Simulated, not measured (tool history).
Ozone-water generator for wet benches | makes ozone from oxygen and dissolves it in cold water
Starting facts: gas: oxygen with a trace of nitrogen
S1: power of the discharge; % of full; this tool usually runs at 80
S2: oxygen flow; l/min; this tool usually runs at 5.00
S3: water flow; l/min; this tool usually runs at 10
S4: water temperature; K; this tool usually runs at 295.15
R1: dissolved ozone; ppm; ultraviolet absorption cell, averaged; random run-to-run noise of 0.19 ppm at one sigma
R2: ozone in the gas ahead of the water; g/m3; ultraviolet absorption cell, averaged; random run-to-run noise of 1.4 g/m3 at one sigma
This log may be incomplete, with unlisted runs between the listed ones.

run 1 hour=0.0 | S1=80 S2=5.00 S3=10 S4=295.15 | R1=24.1 R2=244.7
run 2 hour=73.6 | S1=80 S2=5.00 S3=10 S4=295.15 | R1=24.3 R2=243.4
run 3 hour=145.7 | S1=80 S2=5.00 S3=10 S4=295.15 | R1=24.4 R2=244.9
run 4 hour=216.6 | S1=80 S2=5.00 S3=10 S4=295.15 | R1=24.7 R2=241.4
run 5 hour=277.0 | S1=80 S2=5.00 S3=10 S4=295.15 | R1=24.1 R2=245.7
run 6 hour=378.0 | S1=80 S2=5.00 S3=10 S4=295.15 | R1=24.2 R2=243.3
run 7 hour=451.6 | S1=80 S2=5.00 S3=10 S4=295.15 | R1=23.9 R2=242.4
run 8 hour=520.3 | S1=80 S2=3.23 S3=10 S4=295.15 | R1=25.4 R2=304.4
run 9 hour=620.4 | S1=80 S2=3.23 S3=10 S4=295.15 | R1=25.3 R2=304.3
run 10 hour=717.6 | S1=80 S2=3.23 S3=9 S4=295.15 | R1=27.6 R2=303.3
run 11 hour=822.4 | S1=80 S2=3.23 S3=9 S4=295.15 | R1=27.7 R2=306.8
run 12 hour=915.4 | S1=80 S2=3.23 S3=9 S4=295.15 | R1=27.6 R2=300.2
run 13 hour=1011.1 | S1=80 S2=5.00 S3=14 S4=295.15 | R1=18.0 R2=240.2
run 14 hour=1106.2 | S1=45 S2=5.00 S3=10 S4=295.15 | R1=14.9 R2=149.4
run 15 hour=1167.7 | S1=80 S2=5.00 S3=10 S4=295.15 | R1=23.8 R2=239.1
run 16 hour=1251.4 | S1=80 S2=5.00 S3=10 S4=295.15 | R1=23.6 R2=239.2
run 17 hour=1342.4 | S1=80 S2=5.00 S3=10 S4=295.15 | R1=23.5 R2=237.6
run 18 hour=1451.2 | S1=80 S2=3.47 S3=16 S4=295.15 | R1=15.7 R2=289.0

The next listed run, before its measurement:
run 19 hour=1542.9 | S1=86 S2=2.52 S3=14 S4=295.15 | R1=? R2=?

Run 19 gave R1 18.7 ppm, R2 363.3 g/m3.
The same run, on a tool lacking any hidden state, would have yielded R1 21.3 ppm, R2 393.9 g/m3.
